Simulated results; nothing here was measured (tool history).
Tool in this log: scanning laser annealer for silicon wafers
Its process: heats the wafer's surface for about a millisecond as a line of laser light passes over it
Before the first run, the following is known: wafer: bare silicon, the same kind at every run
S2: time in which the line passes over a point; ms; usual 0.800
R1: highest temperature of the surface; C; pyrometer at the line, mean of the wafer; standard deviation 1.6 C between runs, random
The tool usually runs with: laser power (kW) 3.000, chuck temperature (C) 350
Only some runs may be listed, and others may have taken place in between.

run 1 hour=0.0 | laser_power_(kW)=3.000 S2=0.800 chuck_temperature_(C)=350 | R1=1086
run 2 hour=10.4 | laser_power_(kW)=3.000 S2=0.800 chuck_temperature_(C)=359 | R1=1099
run 3 hour=24.7 | laser_power_(kW)=3.000 S2=0.800 chuck_temperature_(C)=376 | R1=1114
run 4 hour=47.2 | laser_power_(kW)=3.000 S2=0.800 chuck_temperature_(C)=350 | R1=1088
run 5 hour=64.8 | laser_power_(kW)=3.000 S2=0.800 chuck_temperature_(C)=350 | R1=1088
run 6 hour=78.3 | laser_power_(kW)=3.000 S2=0.880 chuck_temperature_(C)=350 | R1=1131
run 7 hour=101.9 | laser_power_(kW)=3.000 S2=0.880 chuck_temperature_(C)=350 | R1=1130
run 8 hour=121.0 | laser_power_(kW)=3.000 S2=0.992 chuck_temperature_(C)=350 | R1=1181
run 9 hour=143.3 | laser_power_(kW)=3.000 S2=0.800 chuck_temperature_(C)=332 | R1=1066
run 10 hour=156.7 | laser_power_(kW)=3.000 S2=0.800 chuck_temperature_(C)=332 | R1=1065
run 11 hour=176.5 | laser_power_(kW)=3.023 S2=0.800 chuck_temperature_(C)=332 | R1=1073
run 12 hour=197.4 | laser_power_(kW)=3.023 S2=0.800 chuck_temperature_(C)=332 | R1=1068
run 13 hour=210.6 | laser_power_(kW)=3.023 S2=0.800 chuck_temperature_(C)=332 | R1=1069
-- hour=217.5 optics aligned, line set to its width
run 14 hour=233.9 | laser_power_(kW)=3.023 S2=0.800 chuck_temperature_(C)=332 | R1=1064
run 15 hour=243.6 | laser_power_(kW)=3.023 S2=0.800 chuck_temperature_(C)=332 | R1=1065
run 16 hour=261.7 | laser_power_(kW)=3.088 S2=0.989 chuck_temperature_(C)=336 | R1=1179
run 17 hour=281.5 | laser_power_(kW)=2.992 S2=0.989 chuck_temperature_(C)=385 | R1=1204
run 18 hour=293.1 | laser_power_(kW)=2.984 S2=0.800 chuck_temperature_(C)=350 | R1=1071
run 19 hour=307.9 | laser_power_(kW)=3.114 S2=0.800 chuck_temperature_(C)=350 | R1=1099
-- hour=319.1 optics aligned, line set to its width, once more
run 20 hour=335.5 | laser_power_(kW)=3.000 S2=0.648 chuck_temperature_(C)=350 | R1=1000
run 21 hour=347.1 | laser_power_(kW)=3.063 S2=0.822 chuck_temperature_(C)=335 | R1=1094
run 22 hour=366.1 | laser_power_(kW)=3.063 S2=0.822 chuck_temperature_(C)=335 | R1=1092
run 23 hour=385.5 | laser_power_(kW)=2.698 S2=0.628 chuck_temperature_(C)=329 | R1=905
run 24 hour=400.2 | laser_power_(kW)=3.083 S2=0.759 chuck_temperature_(C)=329 | R1=1058
run 25 hour=411.3 | laser_power_(kW)=2.970 S2=0.986 chuck_temperature_(C)=379 | R1=1195

Estimate the outcome of run 26 from the log above:
run 26 hour=426.1 | laser_power_(kW)=2.957 S2=0.874 chuck_temperature_(C)=350 | R1=?

R1: 1108 C
The same run, on a tool lacking any hidden state, would have yielded R1 1125 C.
